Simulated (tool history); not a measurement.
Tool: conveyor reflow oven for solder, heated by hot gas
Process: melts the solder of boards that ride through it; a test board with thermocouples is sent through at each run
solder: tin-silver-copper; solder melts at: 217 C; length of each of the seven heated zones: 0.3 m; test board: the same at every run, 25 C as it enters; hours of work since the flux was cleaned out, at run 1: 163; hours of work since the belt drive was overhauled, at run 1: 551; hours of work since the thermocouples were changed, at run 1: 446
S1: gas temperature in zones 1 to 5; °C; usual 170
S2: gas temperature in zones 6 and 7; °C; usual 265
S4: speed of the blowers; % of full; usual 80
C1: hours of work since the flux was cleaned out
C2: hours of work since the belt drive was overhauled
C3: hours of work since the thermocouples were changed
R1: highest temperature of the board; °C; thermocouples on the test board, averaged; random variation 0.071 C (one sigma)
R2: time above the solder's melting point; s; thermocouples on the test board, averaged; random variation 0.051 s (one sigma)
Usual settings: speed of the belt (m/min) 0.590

Run 1, day 0.000: usual settings; C1 163; C2 551; C3 446. Result: R1 252.13 °C, R2 45.22 s.
Run 2, day 1.967: usual settings but speed of the belt (m/min) 0.600; C1 198; C2 586; C3 481. Result: R1 251.54 °C, R2 44.08 s.
Run 3, day 3.142: usual settings but speed of the belt (m/min) 0.600; C1 219; C2 606; C3 502. Result: R1 251.68 °C, R2 44.11 s.
Run 4, day 4.738: usual settings but speed of the belt (m/min) 0.542; C1 248; C2 635; C3 530. Result: R1 254.39 °C, R2 51.15 s.
At day 5.946: flux residue cleaned out of gas plates and filters.
Run 5, day 6.546: usual settings but S1 179 °C; C1 11; C2 663; C3 559. Result: R1 253.57 °C, R2 48.48 s.
Run 6, day 7.829: usual settings but S1 179 °C; C1 33; C2 686; C3 581. Result: R1 253.41 °C, R2 48.43 s.
Run 7, day 9.333: usual settings but S1 179 °C; C1 60; C2 713; C3 608. Result: R1 253.42 °C, R2 48.55 s.
Run 8, day 11.100: usual settings but S1 179 °C; C1 92; C2 744; C3 640. Result: R1 253.69 °C, R2 48.48 s.
Run 9, day 12.321: usual settings but S1 179 °C; C1 113; C2 766; C3 661. Result: R1 253.53 °C, R2 48.45 s.
At day 13.042: belt drive overhauled, speed set with a stopwatch.
Run 10, day 14.521: usual settings but S1 179 °C; C1 149; C2 26; C3 697. Result: R1 253.36 °C, R2 48.40 s.
Run 11, day 16.621: usual settings but S1 155 °C; C1 187; C2 64; C3 735. Result: R1 250.12 °C, R2 40.41 s.
Run 12, day 17.721: usual settings; C1 206; C2 83; C3 754. Result: R1 252.22 °C, R2 45.29 s.
Run 13, day 19.833: usual settings; C1 244; C2 121; C3 792. Result: R1 252.20 °C, R2 45.23 s.
At day 21.342: flux residue cleaned out of gas plates and filters.
Run 14, day 21.342: usual settings; C1 0; C2 144; C3 815. Result: R1 252.27 °C, R2 45.28 s.
At day 22.925: thermocouples of zones 6 and 7 changed.
Run 15, day 23.388: usual settings but S1 167 °C, S2 255 °C, speed of the belt (m/min) 0.627, S4 52 % of full; C1 35; C2 179; C3 8. Result: R1 235.07 °C, R2 27.60 s.
Run 16, day 25.100: usual settings but S1 164 °C, S2 258 °C, speed of the belt (m/min) 0.627, S4 52 % of full; C1 65; C2 209; C3 39. Result: R1 236.80 °C, R2 28.43 s.
Run 17, day 26.204: usual settings but S1 157 °C, S2 271 °C, speed of the belt (m/min) 0.489, S4 64 % of full; C1 85; C2 229; C3 58. Result: R1 258.20 °C, R2 55.16 s.
Run 18, day 27.900: usual settings but S1 157 °C, S2 271 °C, speed of the belt (m/min) 0.489, S4 64 % of full; C1 115; C2 259; C3 88. Result: R1 258.29 °C, R2 55.13 s.
Run 19, day 29.958: usual settings but S1 157 °C, S2 271 °C, speed of the belt (m/min) 0.489, S4 64 % of full; C1 152; C2 295; C3 125. Result: R1 258.08 °C, R2 55.09 s.
Run 20, day 31.242: usual settings but S1 157 °C, S2 271 °C, speed of the belt (m/min) 0.489, S4 64 % of full; C1 174; C2 318; C3 148. Result: R1 258.26 °C, R2 55.21 s.
Run 21, day 32.408: usual settings but S1 159 °C, S2 271 °C, speed of the belt (m/min) 0.507, S4 64 % of full; C1 195; C2 339; C3 169. Result: R1 257.44 °C, R2 52.95 s.
Run 22, day 34.629: usual settings but S1 159 °C, S2 271 °C, speed of the belt (m/min) 0.507, S4 64 % of full; C1 235; C2 378; C3 208. Result: R1 257.32 °C, R2 52.95 s.
At day 36.562: flux residue cleaned out of gas plates and filters.
Run 23, day 36.646: usual settings but S1 161 °C, S2 255 °C, speed of the belt (m/min) 0.597, S4 68 % of full; C1 1; C2 411; C3 240. Result: R1 239.33 °C, R2 33.34 s.
Run 24, day 37.621: usual settings but S1 158 °C, S2 255 °C, speed of the belt (m/min) 0.597, S4 62 % of full; C1 19; C2 428; C3 257. Result: R1 237.55 °C, R2 30.58 s.
Run 25, day 38.629: usual settings but S1 158 °C, S2 255 °C, speed of the belt (m/min) 0.597, S4 62 % of full; C1 37; C2 446; C3 275. Result: R1 237.64 °C, R2 30.57 s.
Run 26, day 40.521: usual settings but S1 158 °C, S2 255 °C, speed of the belt (m/min) 0.597, S4 62 % of full; C1 70; C2 479; C3 309. Result: R1 237.51 °C, R2 30.63 s.
Run 27, day 42.646: usual settings but S1 172 °C, S2 255 °C, speed of the belt (m/min) 0.567, S4 62 % of full; C1 108; C2 517; C3 347. Result: R1 241.47 °C, R2 40.05 s.

Forecast each of these 4 alternatives for the next run:
Run A, day 44.521: usual settings but S1 158 °C, S2 255 °C, speed of the belt (m/min) 0.490, S4 83 % of full; C1 141; C2 550; C3 380. Result: R1 ?, R2 ?.
Run B, day 44.521: usual settings but S2 267 °C; C1 141; C2 550; C3 380. Result: R1 ?, R2 ?.
Run C, day 44.521: usual settings but S1 161 °C, S2 255 °C, speed of the belt (m/min) 0.507, S4 89 % of full; C1 141; C2 550; C3 380. Result: R1 ?, R2 ?.
Run D, day 44.521: usual settings but S1 172 °C, S2 255 °C, speed of the belt (m/min) 0.567, S4 58 % of full; C1 141; C2 550; C3 380. Result: R1 ?, R2 ?.

run      R1     R2
  A  246.67  49.62
  B  254.02  46.19
  C  247.01  48.89
  D  240.82  39.02
Without the tool's hidden state the same runs would have given:
run      R1     R2
  A  246.69  49.64
  B  254.05  46.20
  C  247.04  48.91
  D  240.85  39.04

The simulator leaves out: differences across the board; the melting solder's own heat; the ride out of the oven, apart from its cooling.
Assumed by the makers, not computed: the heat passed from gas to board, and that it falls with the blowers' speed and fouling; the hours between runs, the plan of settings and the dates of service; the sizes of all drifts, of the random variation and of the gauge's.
